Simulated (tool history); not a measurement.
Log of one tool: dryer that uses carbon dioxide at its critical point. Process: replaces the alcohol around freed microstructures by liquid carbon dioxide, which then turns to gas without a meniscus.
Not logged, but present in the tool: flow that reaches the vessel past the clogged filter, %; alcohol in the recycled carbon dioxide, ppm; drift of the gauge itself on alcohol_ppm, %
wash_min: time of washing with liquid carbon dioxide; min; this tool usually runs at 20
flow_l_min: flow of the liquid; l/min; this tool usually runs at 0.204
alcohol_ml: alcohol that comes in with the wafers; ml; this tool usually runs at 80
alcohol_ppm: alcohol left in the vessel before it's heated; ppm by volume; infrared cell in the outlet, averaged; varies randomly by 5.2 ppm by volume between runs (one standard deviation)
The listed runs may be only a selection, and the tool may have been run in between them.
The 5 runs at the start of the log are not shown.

run,hour,wash_min,flow_l_min,alcohol_ml,hours of work since the filter was changed,hours of work since the purifier's bed was changed,alcohol_ppm
6,61.9,20,0.204,80,437,106,150
7,70.8,20,0.208,80,440,109,131
8,87.7,20,0.208,80,446,115,117
9,102.9,19,0.204,80,451,120,196
10,117.1,19,0.204,80,456,124,186
11,131.7,20,0.204,80,461,129,147
12,144.0,20,0.204,80,465,133,138
13,161.7,20,0.204,80,470,139,148
14,177.2,20,0.204,80,476,144,147
15,188.0,20,0.204,80,479,148,155
16,202.8,20,0.204,80,484,153,150
17,219.4,20,0.204,80,490,158,156
18,231.8,20,0.204,80,494,162,153
19,239.2,20,0.217,80,496,165,99
20,247.5,20,0.217,80,499,168,107
21,258.2,20,0.217,80,502,171,101
22,273.5,20,0.217,80,507,176,112
23,283.7,27,0.204,80,511,180,54
24,296.2,27,0.204,80,515,184,60
25,310.5,27,0.204,80,520,188,45
26,322.6,27,0.258,110,524,192,40

The next listed run, before its measurement:
27,330.0,18,0.303,80,526,195,?

Logged for run 27: alcohol_ppm 47 ppm by volume.
Without the tool's hidden state the same run would have given alcohol_ppm 9 ppm by volume.
